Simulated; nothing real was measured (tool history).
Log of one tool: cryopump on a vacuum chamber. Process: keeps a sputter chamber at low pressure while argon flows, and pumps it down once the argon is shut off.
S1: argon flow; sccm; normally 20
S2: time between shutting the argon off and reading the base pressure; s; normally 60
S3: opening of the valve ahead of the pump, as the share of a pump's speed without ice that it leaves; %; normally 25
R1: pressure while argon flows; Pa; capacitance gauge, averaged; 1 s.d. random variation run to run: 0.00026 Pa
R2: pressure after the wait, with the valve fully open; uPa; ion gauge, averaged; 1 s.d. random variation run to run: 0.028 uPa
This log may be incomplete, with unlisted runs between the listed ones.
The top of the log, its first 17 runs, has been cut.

run,hour,S1,S2,S3,R1,R2
18,185.4,16,60,48,0.0297,1.77
19,192.2,31,145,48,0.0577,1.07
20,205.2,23,60,49,0.0419,1.83
21,212.6,27,36,20,0.1187,2.59
22,219.6,13,60,18,0.0631,1.81
23,232.1,13,60,18,0.0641,1.74
24,238.4,21,38,17,0.1088,2.4
25,245.4,9,197,45,0.0175,0.96
26,259.7,39,265,54,0.0646,0.91
27,272.2,8,57,19,0.0373,1.83
28,279.1,16,41,17,0.0826,2.39
29,288.2,14,289,37,0.0335,0.9
30,301.9,20,60,38,0.0466,1.78

Predict each of these 5 candidate next runs independently; none follows another, all start after run 30:
A,315.5,19,60,25,?,?
B,315.5,12,179,24,?,?
C,315.5,20,60,38,?,?
D,315.5,20,31,38,?,?
E,315.5,12,226,38,?,?

run,R1,R2
A,0.0674,1.83
B,0.044,1
C,0.0471,1.76
D,0.0468,2.93
E,0.0279,0.99
With the hidden condition removed and each run's random variation left untouched, the same runs would have given:
run,R1,R2
A,0.0665,1.31
B,0.0434,0.49
C,0.0461,1.26
D,0.0459,2.4
E,0.0273,0.47
